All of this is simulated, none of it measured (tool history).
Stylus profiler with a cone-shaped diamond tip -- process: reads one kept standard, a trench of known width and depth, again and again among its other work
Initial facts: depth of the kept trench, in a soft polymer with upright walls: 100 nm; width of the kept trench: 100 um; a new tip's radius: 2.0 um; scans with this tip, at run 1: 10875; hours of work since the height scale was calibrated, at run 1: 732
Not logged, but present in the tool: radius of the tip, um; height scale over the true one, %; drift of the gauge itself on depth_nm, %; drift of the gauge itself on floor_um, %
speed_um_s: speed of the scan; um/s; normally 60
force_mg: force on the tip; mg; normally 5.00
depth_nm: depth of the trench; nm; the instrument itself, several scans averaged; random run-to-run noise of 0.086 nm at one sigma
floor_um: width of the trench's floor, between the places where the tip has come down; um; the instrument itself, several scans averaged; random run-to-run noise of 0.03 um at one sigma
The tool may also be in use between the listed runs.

run	day	speed_um_s	force_mg	scans with this tip	hours of work since the height scale was calibrated	depth_nm	floor_um
1	0.000	60	5.00	10875	732	101.46	98.29
2	1.733	60	5.00	11136	749	101.47	98.30
3	3.742	60	5.00	11439	770	101.33	98.28
4	5.317	74	5.00	11677	786	101.54	98.17
5	6.538	74	3.21	11861	798	100.91	98.15
6	8.088	74	3.21	12095	814	101.10	98.10
7	9.312	74	3.21	12280	826	101.01	98.15
8	10.742	74	3.21	12496	841	101.06	98.13
9	12.554	74	3.21	12769	859	100.95	98.16
10	14.133	74	3.21	13008	875	101.03	98.15
11	15.517	74	2.40	13216	889	100.71	98.06
12	16.812	181	13.14	13412	903	103.08	98.07
# day 16.971: height scale calibrated on a step standard
13	18.967	197	1.70	13734	20	100.50	97.02
14	20.608	38	10.39	13982	37	102.25	98.43
# day 22.054: height scale calibrated on a step standard, once more
15	22.375	38	10.39	14245	3	102.68	98.41
16	23.425	68	5.63	14404	14	101.80	98.21
17	25.025	27	13.89	14645	30	103.31	98.45
18	26.542	34	13.89	14874	46	103.47	98.45
19	28.750	33	2.12	15207	68	100.99	98.31
20	29.850	33	2.12	15374	79	100.83	98.31

Forecast each of these 4 alternatives for the next run:
A	31.821	126	5.90	15671	99	?	?
B	31.821	73	1.87	15671	99	?	?
C	31.821	117	3.70	15671	99	?	?
D	31.821	60	2.56	15671	99	?	?

run	depth_nm	floor_um
A	101.93	98.05
B	100.89	98.00
C	101.39	97.90
D	101.03	98.13
Without the tool's hidden state the same runs would have given:
run	depth_nm	floor_um
A	101.96	98.29
B	100.92	98.24
C	101.43	98.15
D	101.06	98.38
